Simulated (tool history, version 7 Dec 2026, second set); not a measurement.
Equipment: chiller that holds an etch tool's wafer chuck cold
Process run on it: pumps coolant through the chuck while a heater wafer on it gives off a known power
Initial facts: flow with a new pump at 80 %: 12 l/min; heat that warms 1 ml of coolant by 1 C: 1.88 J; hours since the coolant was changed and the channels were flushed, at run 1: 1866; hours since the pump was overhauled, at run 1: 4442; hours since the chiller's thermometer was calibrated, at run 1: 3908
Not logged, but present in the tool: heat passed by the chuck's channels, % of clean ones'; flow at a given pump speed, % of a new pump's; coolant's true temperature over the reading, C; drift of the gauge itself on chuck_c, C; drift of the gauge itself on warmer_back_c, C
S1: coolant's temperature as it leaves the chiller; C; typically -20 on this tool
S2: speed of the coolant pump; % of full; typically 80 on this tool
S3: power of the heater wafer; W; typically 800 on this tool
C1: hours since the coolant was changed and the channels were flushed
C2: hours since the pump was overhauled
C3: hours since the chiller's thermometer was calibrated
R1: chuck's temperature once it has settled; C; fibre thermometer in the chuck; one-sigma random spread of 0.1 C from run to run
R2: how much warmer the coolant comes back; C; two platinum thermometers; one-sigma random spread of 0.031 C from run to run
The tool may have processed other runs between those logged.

Run 1, hour 0: usual settings; C1 1866; C2 4442; C3 3908. Result: R1 -14.2 C, R2 2.14 C.
Run 2, hour 108.4: usual settings; C1 1975; C2 4551; C3 4017. Result: R1 -14.4 C, R2 2.14 C.
Run 3, hour 229.7: usual settings; C1 2096; C2 4672; C3 4138. Result: R1 -14.4 C, R2 2.16 C.
Run 4, hour 322: usual settings; C1 2188; C2 4764; C3 4230. Result: R1 -14.4 C, R2 2.15 C.
Run 5, hour 409.4: usual settings; C1 2276; C2 4852; C3 4318. Result: R1 -14.3 C, R2 2.19 C.
Run 6, hour 591.8: usual settings; C1 2458; C2 5034; C3 4500. Result: R1 -14.7 C, R2 2.21 C.
Run 7, hour 718.3: usual settings; C1 2584; C2 5161; C3 4627. Result: R1 -14.3 C, R2 2.18 C.
Run 8, hour 800.3: usual settings but S2 77 % of full; C1 2666; C2 5243; C3 4709. Result: R1 -14.2 C, R2 2.31 C.
Run 9, hour 895.5: usual settings but S2 77 % of full; C1 2762; C2 5338; C3 4804. Result: R1 -14.4 C, R2 2.28 C.
Run 10, hour 985: usual settings but S1 -18 C, S2 90 % of full, S3 459 W; C1 2851; C2 5427; C3 4893. Result: R1 -15.1 C, R2 1.18 C.
Run 11, hour 1086.6: usual settings but S1 -18 C, S2 90 % of full, S3 459 W; C1 2953; C2 5529; C3 4995. Result: R1 -15.1 C, R2 1.15 C.
Run 12, hour 1176.3: usual settings but S1 -24 C, S2 90 % of full, S3 459 W; C1 3042; C2 5618; C3 5085. Result: R1 -21.1 C, R2 1.19 C.

The next listed run, before its measurement:
Run 13, hour 1280.9: usual settings but S3 443 W; C1 3147; C2 5723; C3 5189. Result: R1 ?, R2 ?.

Run 13 yielded R1 -17 C, R2 1.29 C.
Minus the tool's unlogged condition, the same run would have read R1 -17 C, R2 1.19 C.

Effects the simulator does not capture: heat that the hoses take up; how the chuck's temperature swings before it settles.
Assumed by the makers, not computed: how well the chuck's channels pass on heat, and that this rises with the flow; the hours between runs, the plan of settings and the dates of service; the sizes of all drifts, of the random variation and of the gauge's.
